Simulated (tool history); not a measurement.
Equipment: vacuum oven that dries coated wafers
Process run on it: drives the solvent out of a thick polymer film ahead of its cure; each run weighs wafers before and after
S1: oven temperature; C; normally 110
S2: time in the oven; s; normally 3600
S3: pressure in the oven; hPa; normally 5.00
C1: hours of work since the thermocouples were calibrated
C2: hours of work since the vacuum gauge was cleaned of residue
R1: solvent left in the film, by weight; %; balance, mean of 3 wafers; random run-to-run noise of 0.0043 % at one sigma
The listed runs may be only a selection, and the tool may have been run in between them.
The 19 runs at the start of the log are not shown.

{"run": 20, "hour": 670.8, "S1": 110, "S2": 5880, "S3": 5.0, "C1": 237, "C2": 75, "R1": 0.629}
{"run": 21, "hour": 701.5, "S1": 110, "S2": 5880, "S3": 5.0, "C1": 253, "C2": 92, "R1": 0.631}
{"run": 22, "hour": 747.3, "S1": 110, "S2": 1920, "S3": 5.0, "C1": 278, "C2": 116, "R1": 2.829}
{"run": 23, "hour": 792.2, "S1": 97, "S2": 5940, "S3": 2.56, "C1": 301, "C2": 140, "R1": 1.093}
{"hour": 826.1, "done": "vacuum gauge cleaned of residue and calibrated, once more"}
{"run": 24, "hour": 833.8, "S1": 114, "S2": 3600, "S3": 3.54, "C1": 323, "C2": 4, "R1": 0.555}
{"run": 25, "hour": 884.0, "S1": 102, "S2": 6420, "S3": 9.14, "C1": 349, "C2": 31, "R1": 1.16}
{"run": 26, "hour": 926.1, "S1": 100, "S2": 4380, "S3": 5.06, "C1": 372, "C2": 53, "R1": 1.454}
{"run": 27, "hour": 954.0, "S1": 100, "S2": 4380, "S3": 5.06, "C1": 386, "C2": 68, "R1": 1.44}
{"run": 28, "hour": 978.0, "S1": 110, "S2": 3540, "S3": 2.89, "C1": 399, "C2": 81, "R1": 0.75}
{"run": 29, "hour": 1004.8, "S1": 114, "S2": 2820, "S3": 5.0, "C1": 413, "C2": 95, "R1": 1.023}
{"run": 30, "hour": 1059.3, "S1": 107, "S2": 2820, "S3": 14.59, "C1": 442, "C2": 124, "R1": 2.559}
{"run": 31, "hour": 1097.5, "S1": 95, "S2": 4980, "S3": 4.12, "C1": 463, "C2": 144, "R1": 1.596}
{"run": 32, "hour": 1148.0, "S1": 110, "S2": 2160, "S3": 3.45, "C1": 489, "C2": 171, "R1": 2.095}
{"run": 33, "hour": 1172.7, "S1": 110, "S2": 2160, "S3": 3.45, "C1": 502, "C2": 184, "R1": 2.092}
{"run": 34, "hour": 1212.5, "S1": 110, "S2": 2160, "S3": 3.45, "C1": 524, "C2": 205, "R1": 2.074}
{"run": 35, "hour": 1266.6, "S1": 110, "S2": 2160, "S3": 7.0, "C1": 552, "C2": 234, "R1": 2.337}

What does the tool deliver on the next run?
{"run": 36, "hour": 1294.1, "S1": 106, "S2": 5460, "S3": 6.14, "C1": 567, "C2": 248, "R1": "?"}

Run 36 gave R1 0.767 %.
Take away the tool's hidden state, keep the run-to-run variation as it was, and the same run would have given R1 0.786 %.
